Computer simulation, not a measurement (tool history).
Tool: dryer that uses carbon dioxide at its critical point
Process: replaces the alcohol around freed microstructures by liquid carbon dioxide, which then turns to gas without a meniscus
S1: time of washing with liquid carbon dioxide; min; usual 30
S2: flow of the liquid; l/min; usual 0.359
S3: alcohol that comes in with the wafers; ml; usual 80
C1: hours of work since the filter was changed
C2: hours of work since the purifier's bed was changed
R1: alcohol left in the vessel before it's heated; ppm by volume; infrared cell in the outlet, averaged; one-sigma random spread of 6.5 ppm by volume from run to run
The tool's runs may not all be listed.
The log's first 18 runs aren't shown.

run   hour  S1     S2  S3   C1   C2    R1
       315  -- inlet filter changed
 19  318.5  39  0.359  80    2  480   203
 20  343.1  39  0.337  80   20  497   236
 21  363.1  39  0.337  80   34  511   239
 22  383.2  35  0.222  80   48  526  1387
 23  400.9  31   0.41  27   61  538   200
 24  417.6  31  0.474  31   73  550   171
 25  440.4  38  0.309  80   89  566   354
 26    461  19  0.282  22  104  581  1145
 27  483.3  30  0.359  56  120  597   389
 28    495  33  0.359  77  128  605   346
 29  514.4  23  0.359  45  142  619   721
 30  525.3  37  0.349  92  150  627   309
 31  539.8  37  0.245  89  160  637   987
 32  559.8  37  0.245  87  174  651   964

What does the tool deliver on the next run?
 33  582.2  19  0.245  87  190  667   ?

{"run 33": {"R1": 5801}}
With the hidden condition absent and the run-to-run variation left alone, this run would have shown R1 5293 ppm by volume.

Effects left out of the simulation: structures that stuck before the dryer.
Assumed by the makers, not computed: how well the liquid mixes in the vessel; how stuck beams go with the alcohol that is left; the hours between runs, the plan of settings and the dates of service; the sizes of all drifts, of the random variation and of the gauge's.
